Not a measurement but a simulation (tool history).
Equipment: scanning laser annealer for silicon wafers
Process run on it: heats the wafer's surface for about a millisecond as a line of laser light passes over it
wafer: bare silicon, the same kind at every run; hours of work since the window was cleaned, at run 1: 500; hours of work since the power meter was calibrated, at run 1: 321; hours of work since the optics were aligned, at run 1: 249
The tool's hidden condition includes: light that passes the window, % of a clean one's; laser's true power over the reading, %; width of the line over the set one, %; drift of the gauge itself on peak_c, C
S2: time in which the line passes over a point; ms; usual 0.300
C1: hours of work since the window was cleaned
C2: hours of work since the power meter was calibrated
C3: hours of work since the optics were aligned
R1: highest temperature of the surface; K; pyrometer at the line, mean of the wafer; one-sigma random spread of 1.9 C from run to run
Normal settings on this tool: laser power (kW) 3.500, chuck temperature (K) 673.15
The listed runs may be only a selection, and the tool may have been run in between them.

Run 1, hour 0.0: usual settings; C1 500; C2 321; C3 249. Result: R1 1474.15 K.
Run 2, hour 30.8: usual settings; C1 513; C2 334; C3 262. Result: R1 1475.15 K.
Run 3, hour 55.5: usual settings; C1 523; C2 344; C3 272. Result: R1 1474.15 K.
Run 4, hour 83.6: usual settings; C1 535; C2 356; C3 284. Result: R1 1475.15 K.
Run 5, hour 111.0: usual settings but laser power (kW) 3.479; C1 546; C2 368; C3 295. Result: R1 1469.15 K.
Run 6, hour 136.7: usual settings but laser power (kW) 3.479; C1 557; C2 378; C3 306. Result: R1 1467.15 K.
Run 7, hour 166.7: usual settings but laser power (kW) 3.479; C1 570; C2 391; C3 319. Result: R1 1462.15 K.
Run 8, hour 193.8: usual settings but laser power (kW) 3.479; C1 581; C2 402; C3 330. Result: R1 1465.15 K.
At hour 197.9: window over the wafer cleaned.
Run 9, hour 216.9: usual settings but laser power (kW) 3.479; C1 8; C2 411; C3 339. Result: R1 1489.15 K.
Run 10, hour 245.7: usual settings but laser power (kW) 3.479; C1 20; C2 423; C3 351. Result: R1 1489.15 K.
Run 11, hour 264.4: usual settings but laser power (kW) 3.479; C1 28; C2 431; C3 359. Result: R1 1489.15 K.
At hour 271.5: optics aligned, line set to its width.
Run 12, hour 298.0: usual settings; C1 40; C2 443; C3 11. Result: R1 1492.15 K.
Run 13, hour 318.6: usual settings; C1 48; C2 451; C3 20. Result: R1 1490.15 K.
Run 14, hour 340.1: usual settings; C1 57; C2 460; C3 29. Result: R1 1487.15 K.
Run 15, hour 368.2: usual settings but S2 0.322 ms; C1 69; C2 472; C3 40. Result: R1 1516.15 K.
Run 16, hour 398.4: usual settings but S2 0.322 ms; C1 82; C2 485; C3 53. Result: R1 1516.15 K.
Run 17, hour 432.9: usual settings but S2 0.322 ms; C1 96; C2 499; C3 67. Result: R1 1515.15 K.
At hour 449.5: optics aligned, line set to its width, once more.
Run 18, hour 458.6: usual settings but S2 0.322 ms; C1 105; C2 508; C3 4. Result: R1 1526.15 K.
Run 19, hour 486.9: usual settings but laser power (kW) 3.159, S2 0.311 ms, chuck temperature (K) 682.15; C1 117; C2 520; C3 16. Result: R1 1421.15 K.
Run 20, hour 508.7: usual settings but laser power (kW) 3.135, S2 0.312 ms, chuck temperature (K) 669.15; C1 126; C2 529; C3 25. Result: R1 1401.15 K.
Run 21, hour 542.4: usual settings but laser power (kW) 3.236, S2 0.312 ms, chuck temperature (K) 669.15; C1 140; C2 543; C3 39. Result: R1 1426.15 K.
Run 22, hour 578.2: usual settings but laser power (kW) 3.455, S2 0.273 ms, chuck temperature (K) 674.15; C1 155; C2 558; C3 54. Result: R1 1455.15 K.
Run 23, hour 604.0: usual settings but chuck temperature (K) 686.15; C1 166; C2 569; C3 65. Result: R1 1511.15 K.
Run 24, hour 636.2: usual settings but chuck temperature (K) 686.15; C1 179; C2 582; C3 78. Result: R1 1506.15 K.
Run 25, hour 671.0: usual settings but laser power (kW) 3.490; C1 193; C2 597; C3 93. Result: R1 1489.15 K.
Run 26, hour 696.8: usual settings but laser power (kW) 3.259, S2 0.353 ms, chuck temperature (K) 667.15; C1 204; C2 607; C3 103. Result: R1 1474.15 K.
Run 27, hour 730.4: usual settings but laser power (kW) 3.259, S2 0.353 ms, chuck temperature (K) 667.15; C1 218; C2 621; C3 117. Result: R1 1473.15 K.
Run 28, hour 754.8: usual settings but laser power (kW) 3.259, S2 0.353 ms, chuck temperature (K) 667.15; C1 229; C2 632; C3 128. Result: R1 1467.15 K.
Run 29, hour 789.9: usual settings but laser power (kW) 3.140, S2 0.328 ms, chuck temperature (K) 663.15; C1 243; C2 646; C3 142. Result: R1 1402.15 K.
Run 30, hour 805.1: usual settings but laser power (kW) 3.140, S2 0.328 ms, chuck temperature (K) 683.15; C1 250; C2 653; C3 149. Result: R1 1423.15 K.
Run 31, hour 834.9: usual settings but laser power (kW) 3.428, chuck temperature (K) 655.15; C1 262; C2 665; C3 161. Result: R1 1450.15 K.

Predict each of these 5 candidate next runs independently; none follows another, all start after run 31:
Run A, hour 866.7: usual settings but laser power (kW) 3.428, S2 0.272 ms, chuck temperature (K) 704.15; C1 275; C2 678; C3 174. Result: R1 ?.
Run B, hour 866.7: usual settings but laser power (kW) 3.246, S2 0.218 ms; C1 275; C2 678; C3 174. Result: R1 ?.
Run C, hour 866.7: usual settings but laser power (kW) 3.321, S2 0.272 ms, chuck temperature (K) 655.15; C1 275; C2 678; C3 174. Result: R1 ?.
Run D, hour 866.7: usual settings but laser power (kW) 3.428, S2 0.362 ms, chuck temperature (K) 655.15; C1 275; C2 678; C3 174. Result: R1 ?.
Run E, hour 866.7: usual settings but laser power (kW) 3.347, S2 0.274 ms, chuck temperature (K) 701.15; C1 275; C2 678; C3 174. Result: R1 ?.

run       R1
  A  1468.15
  B  1315.15
  C  1385.15
  D  1515.15
  E  1441.15
Take away the tool's hidden state, keep each run's random variation, and the runs would have read:
run       R1
  A  1484.15
  B  1328.15
  C  1400.15
  D  1533.15
  E  1456.15

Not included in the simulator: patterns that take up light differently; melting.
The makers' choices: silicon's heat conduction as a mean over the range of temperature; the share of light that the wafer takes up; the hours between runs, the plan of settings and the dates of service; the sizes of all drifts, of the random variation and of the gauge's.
